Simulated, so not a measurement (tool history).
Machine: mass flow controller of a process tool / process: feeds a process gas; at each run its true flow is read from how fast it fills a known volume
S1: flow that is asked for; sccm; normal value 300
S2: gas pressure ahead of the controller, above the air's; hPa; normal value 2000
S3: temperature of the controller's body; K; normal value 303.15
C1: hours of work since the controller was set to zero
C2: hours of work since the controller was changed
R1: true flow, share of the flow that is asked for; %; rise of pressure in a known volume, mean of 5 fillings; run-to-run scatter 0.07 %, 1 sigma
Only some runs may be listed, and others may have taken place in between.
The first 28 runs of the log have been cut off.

run,hour,S1,S2,S3,C1,C2,R1
29,7981.8,566,2000,303.15,8827,8827,99.3
# hour 8019.2: controller's zero set anew
30,8228.9,479,2230,303.15,84,8925,99
31,8559.3,507,2370,299.15,215,9057,98.63
32,8783.7,945,2270,299.15,305,9146,99.85
33,9139.5,436,2670,299.15,446,9288,98.15
34,9356,436,2670,299.15,533,9374,98.31
35,9588.2,300,1690,306.15,625,9467,99.03
36,9927.5,159,2240,308.15,760,9602,98.65
37,10214.6,159,2240,308.15,875,9716,98.6
38,10473.4,667,2240,299.15,978,9819,98.96
39,10769.4,289,1430,301.15,1096,9937,98.48
40,11096.2,289,1430,301.15,1226,10067,98.49
41,11506,289,1430,301.15,1389,10231,98.55
42,11755.6,714,1820,297.15,1489,10330,99.19
43,12028.9,133,1420,300.15,1598,10439,98.08
44,12357.7,930,1420,305.15,1729,10570,100.83
45,12544,930,1420,305.15,1803,10644,100.67
46,12876,680,1470,303.15,1935,10776,99.85
47,13176,111,1530,303.15,2055,10896,98.23
48,13436.3,300,2790,294.15,2158,11000,97.47

Here are 4 independent what-if runs from the current tool condition. What would each one return?
A,13622.6,300,2000,294.15,2232,11074,?
B,13622.6,142,2790,301.15,2232,11074,?
C,13622.6,367,1970,307.15,2232,11074,?
D,13622.6,300,2000,303.15,2232,11074,?

run,R1
A,97.68
B,97.56
C,99.1
D,98.42
Without the tool's hidden state the same runs would have given:
run,R1
A,97.67
B,97.54
C,99.09
D,98.41
